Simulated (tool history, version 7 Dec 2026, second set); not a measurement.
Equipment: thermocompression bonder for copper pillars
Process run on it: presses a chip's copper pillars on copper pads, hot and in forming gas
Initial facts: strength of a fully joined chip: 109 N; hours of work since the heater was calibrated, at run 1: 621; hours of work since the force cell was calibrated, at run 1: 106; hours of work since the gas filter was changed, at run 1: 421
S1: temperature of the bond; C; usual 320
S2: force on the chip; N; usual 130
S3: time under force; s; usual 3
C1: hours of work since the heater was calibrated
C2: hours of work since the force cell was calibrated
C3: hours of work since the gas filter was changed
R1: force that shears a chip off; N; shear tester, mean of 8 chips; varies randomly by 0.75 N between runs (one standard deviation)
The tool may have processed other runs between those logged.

Run 1, hour 0: usual settings; C1 621; C2 106; C3 421. Result: R1 47.9 N.
Run 2, hour 6: usual settings; C1 625; C2 109; C3 425. Result: R1 46.6 N.
Run 3, hour 13.8: usual settings but S1 325 C; C1 630; C2 114; C3 430. Result: R1 49 N.
Run 4, hour 21.9: usual settings but S2 113 N; C1 635; C2 119; C3 435. Result: R1 42.6 N.
At hour 27.8: forming gas filter changed.
Run 5, hour 30.4: usual settings but S3 4 s; C1 640; C2 124; C3 2. Result: R1 56.2 N.
Run 6, hour 37.6: usual settings but S3 4 s; C1 644; C2 128; C3 6. Result: R1 56 N.
Run 7, hour 46.1: usual settings but S3 4 s; C1 649; C2 133; C3 11. Result: R1 56.8 N.
Run 8, hour 50.7: usual settings but S3 4 s; C1 652; C2 136; C3 14. Result: R1 56.2 N.
Run 9, hour 54.9: usual settings but S1 308 C, S3 4 s; C1 654; C2 139; C3 16. Result: R1 48.2 N.
Run 10, hour 62: usual settings; C1 659; C2 143; C3 21. Result: R1 50.3 N.
Run 11, hour 67.6: usual settings but S2 86 N; C1 662; C2 147; C3 24. Result: R1 32.9 N.
Run 12, hour 74.2: usual settings but S2 191 N; C1 666; C2 151; C3 28. Result: R1 70.4 N.
Run 13, hour 81.6: usual settings; C1 671; C2 155; C3 33. Result: R1 49.1 N.
Run 14, hour 86.6: usual settings; C1 674; C2 158; C3 36. Result: R1 50 N.
Run 15, hour 92.6: usual settings; C1 677; C2 162; C3 39. Result: R1 49.5 N.
Run 16, hour 96.9: usual settings; C1 680; C2 164; C3 42. Result: R1 49.3 N.
Run 17, hour 104.1: usual settings but S3 2 s; C1 684; C2 169; C3 47. Result: R1 43.8 N.
Run 18, hour 113.4: usual settings but S2 97 N; C1 690; C2 174; C3 52. Result: R1 37.1 N.
Run 19, hour 122.6: usual settings but S2 97 N; C1 696; C2 180; C3 58. Result: R1 36.5 N.
Run 20, hour 130.1: usual settings; C1 700; C2 185; C3 62. Result: R1 49.6 N.
Run 21, hour 138.3: usual settings but S1 303 C, S2 164 N; C1 705; C2 190; C3 67. Result: R1 50.5 N.
Run 22, hour 144.9: usual settings but S1 333 C, S2 141 N; C1 709; C2 194; C3 71. Result: R1 63.3 N.
Run 23, hour 151.7: usual settings but S1 339 C, S2 85 N; C1 713; C2 198; C3 75. Result: R1 41.4 N.
Run 24, hour 159.9: usual settings but S1 304 C, S2 189 N; C1 718; C2 203; C3 80. Result: R1 57.5 N.
Run 25, hour 167.8: usual settings but S1 315 C, S2 89 N, S3 9 s; C1 723; C2 208; C3 85. Result: R1 47.8 N.
Run 26, hour 174.1: usual settings but S1 324 C; C1 727; C2 211; C3 89. Result: R1 53.3 N.
Run 27, hour 181: usual settings but S1 302 C, S2 148 N; C1 731; C2 216; C3 93. Result: R1 45.4 N.

Expected results for the next run?
At hour 183.8: heater calibrated with a thermocouple chip.
Run 28, hour 189.8: usual settings but S1 319 C, S2 106 N, S3 5 s; C1 4; C2 220; C3 97. Result: R1 ?.

R1: 45.3 N
Take away the tool's hidden state, keep the run-to-run variation as it was, and the same run would have given R1 53.4 N.
